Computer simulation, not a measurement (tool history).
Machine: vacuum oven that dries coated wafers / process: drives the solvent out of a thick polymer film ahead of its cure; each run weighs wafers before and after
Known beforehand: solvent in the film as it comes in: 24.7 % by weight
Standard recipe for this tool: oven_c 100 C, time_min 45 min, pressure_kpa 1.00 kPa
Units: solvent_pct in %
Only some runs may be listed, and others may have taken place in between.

run,hour,oven_c,time_min,pressure_kpa,solvent_pct
1,0.0,100,45,1.00,5.33
2,11.7,100,45,1.00,5.36
3,23.8,100,45,1.00,5.39
4,33.4,100,45,1.00,5.30
5,44.4,100,45,1.00,5.27
6,52.6,112,45,1.00,2.59
# hour 55.8: oven's thermocouples calibrated
7,69.1,90,28,1.00,11.75
8,86.1,90,28,1.00,11.59
9,95.6,100,50,0.89,4.65
10,105.3,88,60,2.18,7.22
11,122.2,99,24,3.45,10.50

Predict each of these 5 candidate next runs independently; none follows another, all start after run 11:
A,139.2,99,24,0.78,?
B,139.2,94,74,1.00,?
C,139.2,94,77,2.88,?
D,139.2,102,24,0.87,?
E,139.2,100,43,0.55,?

run,solvent_pct
A,10.26
B,3.75
C,4.13
D,9.53
E,5.65
With the hidden condition removed and each run's random variation left untouched, the same runs would have given:
run,solvent_pct
A,10.09
B,3.58
C,3.95
D,9.35
E,5.47
